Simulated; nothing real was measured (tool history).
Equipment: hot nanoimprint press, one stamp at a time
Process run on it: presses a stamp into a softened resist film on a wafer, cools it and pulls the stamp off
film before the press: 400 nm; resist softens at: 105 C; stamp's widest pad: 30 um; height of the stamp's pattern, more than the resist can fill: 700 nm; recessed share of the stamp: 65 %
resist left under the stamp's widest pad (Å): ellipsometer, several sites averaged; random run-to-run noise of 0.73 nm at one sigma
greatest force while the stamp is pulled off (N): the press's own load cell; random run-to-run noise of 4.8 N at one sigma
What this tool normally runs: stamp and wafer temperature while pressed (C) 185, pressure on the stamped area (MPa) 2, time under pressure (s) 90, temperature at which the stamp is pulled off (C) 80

run   hour  stamp and wafer temperature while pressed (C)  pressure on the stamped area (MPa)  time under pressure (s)  temperature at which the stamp is pulled off (C)  resist left under the stamp's widest pad (Å)  greatest force while the stamp is pulled off (N)
  1      0                                            185                                   2                       90                                                80                                          2183                                               232
  2   21.7                                            185                                   2                       90                                                80                                          2191                                               234
  3   49.9                                            185                                1.67                       90                                                80                                          2331                                               225
  4   94.1                                            185                                 2.3                       90                                                80                                          2055                                               236
  5  124.2                                            185                                 2.3                       90                                                80                                          2054                                               231
  6  170.5                                            185                                 2.3                       90                                                80                                          2058                                               236
  7  193.8                                            185                                   2                      173                                                80                                          1716                                               242
  8  232.1                                            185                                   2                      177                                                79                                          1698                                               247
  9    268                                            185                                2.14                       78                                                80                                          2237                                               240
 10  296.8                                            195                                2.14                       58                                                80                                          1613                                               239
 11    320                                            186                                   2                       90                                                86                                          2086                                               193
 12  354.4                                            175                                1.71                       90                                                80                                          3238                                               239
 13  382.2                                            175                                1.71                       90                                                80                                          3243                                               227

Put back what was entered between runs (3 entries, withheld): which listed runs does each sit between, and how does the hidden state differ from the listed run before to the listed run after?
Run 3 -> run 4: stamp cleaned and given a new release coat (hour 72)
  pressure that arrives at the usual setting, %: 99.69 -> 99.68; grip of the stamp's worn release coat, % over a new coat's: 1.3 -> 0.3
Run 7 -> run 8: stamp cleaned and given a new release coat (hour 202.5)
  true temperature over the reading, C: 0.02 -> 0.03; pressure that arrives at the usual setting, %: 99.66 -> 99.65; grip of the stamp's worn release coat, % over a new coat's: 1.5 -> 0.4
Run 11 -> run 12: stamp cleaned and given a new release coat (hour 333.9)
  grip of the stamp's worn release coat, % over a new coat's: 1.4 -> 0.2
